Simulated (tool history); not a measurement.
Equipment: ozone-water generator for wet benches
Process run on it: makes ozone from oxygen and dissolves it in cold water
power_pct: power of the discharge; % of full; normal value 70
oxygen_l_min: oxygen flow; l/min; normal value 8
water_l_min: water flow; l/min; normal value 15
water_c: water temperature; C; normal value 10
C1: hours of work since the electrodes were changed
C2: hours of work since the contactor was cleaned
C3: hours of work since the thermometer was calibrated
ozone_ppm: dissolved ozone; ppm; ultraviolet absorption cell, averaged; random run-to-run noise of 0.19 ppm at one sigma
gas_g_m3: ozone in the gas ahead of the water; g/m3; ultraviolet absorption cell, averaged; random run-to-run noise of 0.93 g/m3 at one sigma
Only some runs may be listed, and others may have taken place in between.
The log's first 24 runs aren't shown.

Run 25, day 71.092: usual settings but oxygen_l_min 5.76 l/min; C1 3865; C2 1223; C3 590. Result: ozone_ppm 24.2 ppm, gas_g_m3 170.3 g/m3.
Run 26, day 75.35: usual settings but power_pct 69 % of full, oxygen_l_min 10.5 l/min; C1 3934; C2 1292; C3 659. Result: ozone_ppm 20.8 ppm, gas_g_m3 111.5 g/m3.
Run 27, day 77.383: usual settings but power_pct 69 % of full, oxygen_l_min 10.5 l/min; C1 3967; C2 1324; C3 692. Result: ozone_ppm 20.6 ppm, gas_g_m3 110.3 g/m3.
Run 28, day 81.542: usual settings but power_pct 74 % of full, oxygen_l_min 10.86 l/min, water_l_min 20 l/min, water_c 6 C; C1 4035; C2 1392; C3 760. Result: ozone_ppm 19.4 ppm, gas_g_m3 112.5 g/m3.
Run 29, day 85.142: usual settings but power_pct 74 % of full, oxygen_l_min 10.86 l/min, water_l_min 20 l/min, water_c 6 C; C1 4093; C2 1450; C3 818. Result: ozone_ppm 19.2 ppm, gas_g_m3 113 g/m3.
Run 30, day 87.879: usual settings but power_pct 47 % of full, water_l_min 12 l/min; C1 4137; C2 1494; C3 862. Result: ozone_ppm 19.1 ppm, gas_g_m3 100 g/m3.
Run 31, day 92.025: usual settings but power_pct 47 % of full, water_l_min 10 l/min, water_c 11 C; C1 4204; C2 1561; C3 929. Result: ozone_ppm 20.2 ppm, gas_g_m3 100 g/m3.
Run 32, day 95.308: usual settings but power_pct 77 % of full, oxygen_l_min 12.35 l/min, water_l_min 21 l/min, water_c 11 C; C1 4257; C2 1615; C3 982. Result: ozone_ppm 16.8 ppm, gas_g_m3 104.9 g/m3.
Run 33, day 97.138: usual settings but power_pct 77 % of full, oxygen_l_min 12.35 l/min, water_l_min 21 l/min, water_c 8 C; C1 4287; C2 1644; C3 1012. Result: ozone_ppm 18.1 ppm, gas_g_m3 105 g/m3.

4 ways to go on from here, each from the tool as it stands after run 33. What would each give?
Run A, day 100.458: usual settings but power_pct 98 % of full, oxygen_l_min 12.35 l/min, water_l_min 16 l/min, water_c 8 C; C1 4341; C2 1698; C3 1066. Result: ozone_ppm ?, gas_g_m3 ?.
Run B, day 100.458: usual settings but power_pct 62 % of full, water_c 8 C; C1 4341; C2 1698; C3 1066. Result: ozone_ppm ?, gas_g_m3 ?.
Run C, day 100.458: usual settings but power_pct 77 % of full, oxygen_l_min 12.35 l/min, water_l_min 10 l/min, water_c 9 C; C1 4341; C2 1698; C3 1066. Result: ozone_ppm ?, gas_g_m3 ?.
Run D, day 100.458: usual settings but oxygen_l_min 4.8 l/min; C1 4341; C2 1698; C3 1066. Result: ozone_ppm ?, gas_g_m3 ?.

run  ozone_ppm  gas_g_m3
  A       24.7     124.4
  B       20.9     120.8
  C       25.5     103.6
  D         24     189.3
With the hidden condition removed and each run's random variation left untouched, the same runs would have given:
run  ozone_ppm  gas_g_m3
  A       31.2       155
  B       24.8     141.5
  C       31.1     124.9
  D       29.1     225.2

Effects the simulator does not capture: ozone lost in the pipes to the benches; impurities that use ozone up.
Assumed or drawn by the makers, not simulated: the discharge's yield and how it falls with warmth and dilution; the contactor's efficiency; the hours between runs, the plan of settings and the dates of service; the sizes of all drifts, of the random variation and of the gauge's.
